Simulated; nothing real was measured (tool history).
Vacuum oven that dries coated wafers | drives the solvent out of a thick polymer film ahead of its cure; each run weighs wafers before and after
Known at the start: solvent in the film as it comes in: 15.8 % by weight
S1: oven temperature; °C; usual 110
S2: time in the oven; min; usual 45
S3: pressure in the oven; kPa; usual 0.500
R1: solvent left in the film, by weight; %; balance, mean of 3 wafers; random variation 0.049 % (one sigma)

| run | hour | S1 | S2 | S3 | R1 |
|---|---|---|---|---|---|
| 1 | 0.0 | 110 | 45 | 0.500 | 3.97 |
| 2 | 8.3 | 110 | 42 | 0.500 | 4.29 |
| 3 | 18.4 | 110 | 42 | 0.500 | 4.14 |
| 4 | 25.6 | 110 | 42 | 0.500 | 4.26 |
| 5 | 31.5 | 110 | 42 | 0.500 | 4.13 |
| 6 | 38.2 | 110 | 42 | 0.500 | 4.15 |
| 7 | 44.6 | 110 | 42 | 0.500 | 4.32 |
| 8 | 51.4 | 110 | 42 | 0.500 | 4.17 |
| 9 | 59.2 | 112 | 45 | 0.500 | 3.34 |
| 10 | 69.0 | 112 | 45 | 0.500 | 3.32 |
| 11 | 80.1 | 112 | 25 | 0.500 | 5.89 |
| 12 | 91.0 | 112 | 25 | 0.500 | 6.04 |
| 13 | 99.6 | 110 | 45 | 0.500 | 3.99 |
| 14 | 108.2 | 110 | 45 | 0.500 | 4.07 |
| 15 | 116.7 | 110 | 45 | 0.500 | 3.94 |
| 16 | 124.4 | 110 | 45 | 0.411 | 3.94 |
| 17 | 132.9 | 112 | 39 | 0.634 | 4.13 |
| 18 | 144.4 | 112 | 39 | 0.602 | 4.07 |
| 19 | 153.7 | 107 | 35 | 0.500 | 6.14 |
|  | 156.1 | vacuum gauge cleaned of residue and calibrated |
| 20 | 167.6 | 101 | 72 | 0.867 | 5.28 |
| 21 | 176.1 | 101 | 72 | 0.867 | 4.98 |
| 22 | 184.9 | 101 | 72 | 0.867 | 5.17 |
| 23 | 192.9 | 101 | 72 | 0.867 | 5.13 |
| 24 | 198.8 | 101 | 72 | 0.867 | 5.12 |
| 25 | 208.2 | 109 | 31 | 0.644 | 6.27 |
| 26 | 215.1 | 109 | 31 | 0.644 | 6.21 |
|  | 226.2 | vacuum gauge cleaned of residue and calibrated, once more |
| 27 | 227.5 | 110 | 45 | 0.543 | 4.02 |
| 28 | 232.9 | 110 | 45 | 0.543 | 4.12 |
| 29 | 244.2 | 110 | 45 | 0.543 | 4.15 |

Forecast each of these 4 alternatives for the next run:
| A | 251.2 | 107 | 40 | 0.500 | ? |
| B | 251.2 | 110 | 42 | 0.500 | ? |
| C | 251.2 | 111 | 36 | 0.872 | ? |
| D | 251.2 | 98 | 45 | 0.606 | ? |

| run | R1 |
|---|---|
| A | 5.49 |
| B | 4.32 |
| C | 4.95 |
| D | 8.16 |
Without the tool's hidden state the same runs would have given:
| run | R1 |
|---|---|
| A | 4.82 |
| B | 3.67 |
| C | 4.29 |
| D | 7.51 |
